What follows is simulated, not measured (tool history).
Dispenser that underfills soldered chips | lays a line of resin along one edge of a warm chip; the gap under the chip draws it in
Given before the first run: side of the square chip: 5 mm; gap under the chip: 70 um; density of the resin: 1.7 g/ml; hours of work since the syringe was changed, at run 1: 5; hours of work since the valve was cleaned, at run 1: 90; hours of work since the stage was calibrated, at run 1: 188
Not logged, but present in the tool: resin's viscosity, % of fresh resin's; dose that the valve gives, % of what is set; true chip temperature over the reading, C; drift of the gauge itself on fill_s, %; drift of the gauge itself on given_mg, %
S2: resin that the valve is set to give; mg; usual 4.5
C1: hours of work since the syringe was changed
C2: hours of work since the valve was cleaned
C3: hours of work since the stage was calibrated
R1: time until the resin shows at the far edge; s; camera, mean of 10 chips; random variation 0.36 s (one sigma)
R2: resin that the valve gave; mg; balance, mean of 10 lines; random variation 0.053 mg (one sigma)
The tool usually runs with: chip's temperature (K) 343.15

{"run": 1, "day": 0.0, "chip's temperature (K)": 343.15, "S2": 4.5, "C1": 5, "C2": 90, "C3": 188, "R1": 30.2, "R2": 4.19}
{"day": 0.129, "done": "new syringe of resin"}
{"run": 2, "day": 0.538, "chip's temperature (K)": 343.15, "S2": 4.5, "C1": 6, "C2": 98, "C3": 197, "R1": 32.6, "R2": 4.04}
{"day": 0.604, "done": "new syringe of resin"}
{"run": 3, "day": 1.025, "chip's temperature (K)": 343.15, "S2": 4.5, "C1": 7, "C2": 106, "C3": 204, "R1": 32.8, "R2": 4.34}
{"day": 1.092, "done": "new syringe of resin"}
{"run": 4, "day": 1.517, "chip's temperature (K)": 343.15, "S2": 4.5, "C1": 7, "C2": 113, "C3": 212, "R1": 33.6, "R2": 4.26}
{"day": 1.579, "done": "new syringe of resin"}
{"day": 1.992, "done": "dispensing valve cleaned and set on the balance"}
{"day": 2.117, "done": "new syringe of resin"}
{"run": 5, "day": 2.212, "chip's temperature (K)": 343.15, "S2": 4.5, "C1": 2, "C2": 3, "C3": 221, "R1": 23.1, "R2": 4.53}
{"day": 2.625, "done": "new syringe of resin"}
{"run": 6, "day": 2.704, "chip's temperature (K)": 343.15, "S2": 4.5, "C1": 1, "C2": 11, "C3": 229, "R1": 22.2, "R2": 4.48}
{"day": 3.117, "done": "new syringe of resin"}
{"run": 7, "day": 3.292, "chip's temperature (K)": 336.15, "S2": 4.02, "C1": 3, "C2": 20, "C3": 238, "R1": 34, "R2": 4.01}
{"day": 3.617, "done": "new syringe of resin"}
{"run": 8, "day": 3.796, "chip's temperature (K)": 334.15, "S2": 5.28, "C1": 3, "C2": 28, "C3": 246, "R1": 36, "R2": 5.25}
{"day": 4.1, "done": "new syringe of resin"}
{"run": 9, "day": 4.338, "chip's temperature (K)": 336.15, "S2": 4.5, "C1": 4, "C2": 36, "C3": 254, "R1": 34.7, "R2": 4.42}
{"day": 4.612, "done": "new syringe of resin"}
{"run": 10, "day": 4.708, "chip's temperature (K)": 343.15, "S2": 4.81, "C1": 2, "C2": 42, "C3": 260, "R1": 22.9, "R2": 4.6}
{"day": 5.112, "done": "new syringe of resin"}
{"run": 11, "day": 5.346, "chip's temperature (K)": 335.15, "S2": 4.66, "C1": 4, "C2": 51, "C3": 270, "R1": 37.9, "R2": 4.52}
{"day": 5.583, "done": "new syringe of resin"}
{"run": 12, "day": 6.004, "chip's temperature (K)": 341.15, "S2": 3.88, "C1": 7, "C2": 62, "C3": 280, "R1": 38.3, "R2": 3.64}

Pick out some run-to-run changes in R1. Of each, how much would a tool without hidden state show as well, from the settings, what came in and chance, and how much is left for the hidden state and any gauge scatter not in both results compared?
Run 4 -> 5: new syringe of resin, dispensing valve cleaned and set on the balance, new syringe of resin. R1 -10.5 s: hidden state -10.5, all else +0.
Run 10 -> 11: chip's temperature (K) 343.15 -> 335.15, S2 4.81 -> 4.66, new syringe of resin. R1 +15 s: hidden state +7.3, all else +7.7.
